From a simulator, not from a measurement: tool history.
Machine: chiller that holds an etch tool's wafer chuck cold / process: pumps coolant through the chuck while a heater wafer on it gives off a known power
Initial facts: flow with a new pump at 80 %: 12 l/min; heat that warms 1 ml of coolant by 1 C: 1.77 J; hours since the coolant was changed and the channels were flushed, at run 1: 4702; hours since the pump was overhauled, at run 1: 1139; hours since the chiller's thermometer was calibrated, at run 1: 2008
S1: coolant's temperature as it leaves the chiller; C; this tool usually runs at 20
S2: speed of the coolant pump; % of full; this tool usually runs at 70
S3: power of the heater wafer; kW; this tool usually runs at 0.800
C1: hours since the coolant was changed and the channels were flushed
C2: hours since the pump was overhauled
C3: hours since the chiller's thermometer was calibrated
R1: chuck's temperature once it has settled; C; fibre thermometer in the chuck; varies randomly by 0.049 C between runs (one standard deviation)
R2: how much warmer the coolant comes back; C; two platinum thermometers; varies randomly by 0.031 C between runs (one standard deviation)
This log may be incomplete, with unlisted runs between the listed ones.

run	hour	S1	S2	S3	C1	C2	C3	R1	R2
1	0.0	20	70	0.800	4702	1139	2008	25.41	2.62
2	42.1	20	70	0.800	4744	1181	2050	25.46	2.60
3	71.6	20	70	0.800	4773	1211	2080	25.46	2.67
4	106.2	20	70	0.800	4808	1246	2114	25.46	2.67
5	159.9	20	70	0.800	4862	1299	2168	25.44	2.65
# hour 168.8: chiller's thermometer calibrated
6	191.3	20	70	0.800	4892	1330	22	25.45	2.64
7	244.3	20	70	0.800	4945	1383	76	25.45	2.60
8	289.8	20	70	0.800	4991	1428	121	25.53	2.60
9	328.9	20	70	0.800	5030	1467	160	25.40	2.66
10	370.5	20	70	1.032	5071	1509	202	26.98	3.39
11	400.0	20	70	0.800	5101	1538	231	25.53	2.65
12	429.7	13	70	0.800	5130	1568	261	18.50	2.58
13	465.2	13	70	0.800	5166	1604	296	18.47	2.67
14	523.0	13	70	0.800	5224	1661	354	18.49	2.69
15	553.7	13	70	0.800	5254	1692	385	18.52	2.65
16	609.1	13	70	0.800	5310	1747	440	18.44	2.64
17	651.2	20	77	0.800	5352	1790	482	25.04	2.33
18	709.3	16	70	0.800	5410	1848	540	21.35	2.64
19	767.0	13	76	0.496	5468	1905	598	16.13	1.46
20	795.4	13	76	0.496	5496	1934	627	16.20	1.54
21	840.7	13	76	0.496	5541	1979	672	16.17	1.43
22	867.5	19	95	0.660	5568	2006	699	22.56	1.55
23	918.1	23	86	0.609	5619	2057	749	26.56	1.56
24	959.1	13	62	0.948	5660	2098	790	20.05	3.64
25	990.2	13	62	0.948	5691	2129	821	20.06	3.61
26	1044.5	13	62	0.948	5745	2183	876	20.04	3.60
27	1083.5	25	86	1.055	5784	2222	915	31.13	2.73
28	1137.3	14	80	0.927	5838	2276	969	19.70	2.63
29	1174.5	10	73	0.739	5875	2313	1006	14.91	2.36
30	1226.8	10	73	0.739	5928	2365	1058	14.85	2.29
31	1284.2	10	73	0.739	5985	2423	1115	14.96	2.34

For each entry between runs, how does the tool's hidden state at the last listed run before it compare with that at the first listed run after it?
Logged between run 5 and run 6: chiller's thermometer calibrated (hour 168.8)
  coolant's true temperature over the reading, C: -0.01 -> 0
